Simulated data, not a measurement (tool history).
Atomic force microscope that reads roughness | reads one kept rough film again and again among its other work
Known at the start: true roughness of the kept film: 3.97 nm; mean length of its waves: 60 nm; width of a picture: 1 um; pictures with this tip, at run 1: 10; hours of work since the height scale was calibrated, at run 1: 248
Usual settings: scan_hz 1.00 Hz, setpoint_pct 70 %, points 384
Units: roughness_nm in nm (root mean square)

run,hour,scan_hz,setpoint_pct,points,pictures with this tip,hours of work since the height scale was calibrated,roughness_nm
1,0.0,1.00,70,384,10,248,3.595
2,8.1,1.75,70,384,18,253,3.444
3,19.5,1.00,70,524,31,261,3.528
4,31.7,1.00,70,524,44,269,3.455
5,40.3,1.00,70,524,53,274,3.470
6,50.8,1.00,70,524,64,281,3.437
7,57.0,1.00,70,489,70,285,3.402
8,68.0,1.00,70,894,82,293,3.359
9,80.2,1.00,70,894,95,301,3.317
10,86.6,1.00,70,485,102,305,3.314
# hour 92.2: new tip fitted
11,95.9,1.00,70,384,4,310,3.608
12,104.5,1.00,70,384,13,316,3.584
13,114.6,1.00,83,384,24,323,3.371
14,120.3,1.00,70,384,30,326,3.520
15,131.4,1.00,70,384,42,334,3.454
16,140.1,1.00,70,384,51,339,3.438
17,152.3,1.00,70,384,64,347,3.398
18,164.7,1.00,70,384,77,355,3.378
# hour 166.7: height scale calibrated on a step standard
19,174.1,1.00,70,1018,86,5,3.354
20,186.0,1.00,86,1018,99,13,3.075
21,191.6,1.00,86,1018,105,16,3.083
# hour 194.4: new tip fitted
22,202.1,3.45,70,263,9,23,3.194
23,214.1,3.86,74,384,21,31,2.952
24,221.4,3.86,74,384,29,35,2.936
25,231.8,2.96,74,516,40,42,3.027
# hour 239.2: height scale calibrated on a step standard, once more
26,243.9,2.96,74,516,52,3,3.008
27,253.3,2.96,74,516,62,9,3.016
28,260.7,1.16,74,858,70,14,3.337
29,269.9,3.11,64,268,80,20,3.169
30,277.2,0.97,73,397,87,25,3.310
31,282.3,0.97,73,397,93,28,3.317
32,292.0,0.57,61,730,103,34,3.422
# hour 296.5: new tip fitted
33,301.8,0.57,61,730,6,41,3.753
34,310.3,0.57,61,730,15,46,3.690
35,317.4,0.57,61,730,22,51,3.684
36,327.9,1.26,73,384,34,58,3.414
37,336.1,1.01,78,384,42,63,3.376
38,348.0,0.60,78,811,55,71,3.479
39,357.5,1.00,66,384,65,77,3.457
40,368.3,1.13,89,399,77,84,3.057
41,377.2,1.13,67,323,86,90,3.360

Forecast each of these 4 alternatives for the next run:
A,389.1,1.09,78,790,99,98,?
B,389.1,1.40,67,323,99,98,?
C,389.1,1.13,55,323,99,98,?
D,389.1,1.00,71,347,99,98,?

run,roughness_nm
A,3.198
B,3.304
C,3.409
D,3.274
Without the tool's hidden state the same runs would have given:
run,roughness_nm
A,3.523
B,3.639
C,3.756
D,3.608
